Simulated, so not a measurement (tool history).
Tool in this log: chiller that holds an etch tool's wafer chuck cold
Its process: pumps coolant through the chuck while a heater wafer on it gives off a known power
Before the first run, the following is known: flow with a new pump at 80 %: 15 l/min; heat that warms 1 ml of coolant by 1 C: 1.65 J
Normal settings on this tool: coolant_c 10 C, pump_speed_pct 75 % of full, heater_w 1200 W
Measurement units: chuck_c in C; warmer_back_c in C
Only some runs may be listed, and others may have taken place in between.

| run | hour | coolant_c | pump_speed_pct | heater_w | chuck_c | warmer_back_c |
|---|---|---|---|---|---|---|
| 1 | 0.0 | 10 | 75 | 1200 | 18.7 | 3.09 |
| 2 | 108.9 | 10 | 75 | 1200 | 18.7 | 3.05 |
| 3 | 186.5 | 10 | 75 | 1200 | 18.7 | 3.12 |
| 4 | 284.4 | 10 | 75 | 1200 | 18.8 | 3.13 |
| 5 | 370.7 | 10 | 75 | 1200 | 18.8 | 3.10 |
| 6 | 451.1 | 10 | 75 | 1200 | 18.6 | 3.08 |
| 7 | 522.4 | 10 | 75 | 1200 | 18.7 | 3.05 |
| 8 | 635.4 | 10 | 75 | 1200 | 18.7 | 3.14 |
|  | 677.6 | chiller's thermometer calibrated |
| 9 | 717.4 | 10 | 75 | 1200 | 18.5 | 3.15 |
| 10 | 871.3 | 8 | 75 | 1200 | 16.6 | 3.14 |
| 11 | 1031.1 | 8 | 75 | 1200 | 16.7 | 3.14 |
| 12 | 1139.4 | 10 | 75 | 1200 | 18.8 | 3.16 |
| 13 | 1292.9 | 11 | 75 | 1200 | 19.8 | 3.13 |
| 14 | 1419.4 | 10 | 75 | 1200 | 18.9 | 3.09 |
| 15 | 1539.5 | 10 | 85 | 1200 | 18.1 | 2.71 |
| 16 | 1631.5 | 10 | 85 | 1200 | 18.2 | 2.70 |
| 17 | 1777.2 | 10 | 79 | 973 | 17.0 | 2.41 |
| 18 | 1873.5 | 18 | 97 | 1351 | 26.3 | 2.68 |
| 19 | 1939.2 | 1 | 75 | 1200 | 10.1 | 3.15 |
| 20 | 2060.6 | 1 | 75 | 1200 | 10.3 | 3.15 |
| 21 | 2163.4 | 10 | 75 | 1425 | 20.6 | 3.72 |
| 22 | 2305.9 | 18 | 84 | 1721 | 30.0 | 4.04 |
| 23 | 2412.7 | 1 | 70 | 1281 | 11.2 | 3.60 |
| 24 | 2552.7 | 19 | 85 | 807 | 24.7 | 1.82 |
| 25 | 2677.2 | 10 | 66 | 1364 | 21.4 | 4.17 |
| 26 | 2749.5 | 7 | 63 | 1133 | 16.9 | 3.63 |
| 27 | 2831.0 | 10 | 62 | 1200 | 20.8 | 3.94 |
| 28 | 2989.2 | 15 | 75 | 1331 | 25.3 | 3.51 |
| 29 | 3133.7 | 8 | 75 | 797 | 14.5 | 2.17 |
| 30 | 3258.0 | 8 | 97 | 873 | 13.8 | 1.83 |
| 31 | 3360.5 | 8 | 97 | 873 | 13.7 | 1.78 |
| 32 | 3427.8 | 2 | 96 | 807 | 7.4 | 1.67 |

Predict each of these 3 candidate next runs independently; none follows another, all start after run 32:
| A | 3572.7 | 19 | 84 | 1200 | ? | ? |
| B | 3572.7 | 2 | 83 | 807 | ? | ? |
| C | 3572.7 | 2 | 96 | 1024 | ? | ? |

| run | chuck_c | warmer_back_c |
|---|---|---|
| A | 27.9 | 2.84 |
| B | 8.0 | 1.97 |
| C | 8.8 | 2.12 |
With no hidden state in the tool, these same runs would have given:
| run | chuck_c | warmer_back_c |
|---|---|---|
| A | 26.5 | 2.76 |
| B | 7.0 | 1.91 |
| C | 7.7 | 2.06 |

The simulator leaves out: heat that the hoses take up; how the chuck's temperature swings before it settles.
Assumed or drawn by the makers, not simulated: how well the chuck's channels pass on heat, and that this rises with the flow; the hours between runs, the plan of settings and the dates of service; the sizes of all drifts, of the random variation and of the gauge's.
